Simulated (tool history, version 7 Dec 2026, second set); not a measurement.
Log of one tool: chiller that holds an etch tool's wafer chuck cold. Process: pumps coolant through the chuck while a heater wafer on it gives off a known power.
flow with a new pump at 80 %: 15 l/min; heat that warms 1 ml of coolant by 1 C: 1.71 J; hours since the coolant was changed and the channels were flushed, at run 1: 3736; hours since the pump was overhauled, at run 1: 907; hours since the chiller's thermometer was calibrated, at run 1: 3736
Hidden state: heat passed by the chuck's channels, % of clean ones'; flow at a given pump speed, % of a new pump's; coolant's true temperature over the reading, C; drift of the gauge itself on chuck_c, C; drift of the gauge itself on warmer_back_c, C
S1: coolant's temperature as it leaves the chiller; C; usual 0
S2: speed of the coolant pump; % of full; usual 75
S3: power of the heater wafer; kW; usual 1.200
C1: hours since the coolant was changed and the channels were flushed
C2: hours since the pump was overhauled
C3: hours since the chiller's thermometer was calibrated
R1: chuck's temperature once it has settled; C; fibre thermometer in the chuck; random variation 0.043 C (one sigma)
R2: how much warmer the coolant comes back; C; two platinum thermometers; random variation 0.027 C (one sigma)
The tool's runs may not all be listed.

run     day  S1  S2     S3    C1    C2    C3    R1    R2
  1   0.000   0  75  1.200  3736   907  3736  8.50  3.01
  2   1.654   1  75  1.200  3776   946  3776  9.43  2.99
  3   2.633   0  75  1.237  3799   970  3799  8.75  3.14
  4   3.650   0  75  1.237  3824   994  3824  8.70  3.14
      5.017  -- chiller's thermometer calibrated
  5   5.396   0  75  1.237  3865  1035     9  9.13  3.11
  6   7.179   0  66  1.237  3907  1078    52  9.94  3.60
  7   8.533   0  66  1.237  3940  1110    84  9.95  3.58
  8   9.450   0  66  1.237  3962  1132   106  9.96  3.57
  9  10.854   0  66  1.237  3996  1166   140  9.93  3.55

Run 10 comes next. What will it give?
 10  12.017  -10  76  1.200  4024  1194  168   ?   ?

Run 10 gave R1 -1.21 C, R2 2.99 C.
Without the tool's hidden state the same run would have given R1 -1.51 C, R2 2.97 C.
